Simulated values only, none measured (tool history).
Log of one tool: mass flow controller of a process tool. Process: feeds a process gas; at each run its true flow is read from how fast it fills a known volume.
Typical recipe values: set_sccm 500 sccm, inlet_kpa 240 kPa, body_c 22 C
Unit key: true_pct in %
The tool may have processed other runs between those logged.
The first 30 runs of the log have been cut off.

run,hour,set_sccm,inlet_kpa,body_c,true_pct
31,2732.8,670,175,40,99.15
32,2826.1,670,175,40,99.22
33,2908.3,670,175,40,99.09
34,3014.2,638,216,32,99.65
35,3141.1,353,240,34,99.64
36,3236.9,353,240,34,99.51
37,3318.8,353,240,34,99.54
38,3411.5,500,198,33,99.49
39,3492.5,234,173,33,99.04
40,3607.8,500,240,21,100.09
41,3739.9,500,240,21,100.06
42,3854.5,500,240,31,99.8
43,3964.6,500,240,31,99.78

For run 44, what comes out?
44,4030.8,116,141,37,?

Run 44 produced true_pct 98.69 %.
With the hidden condition absent and the run-to-run variation left alone, this run would have shown true_pct 98.67 %.
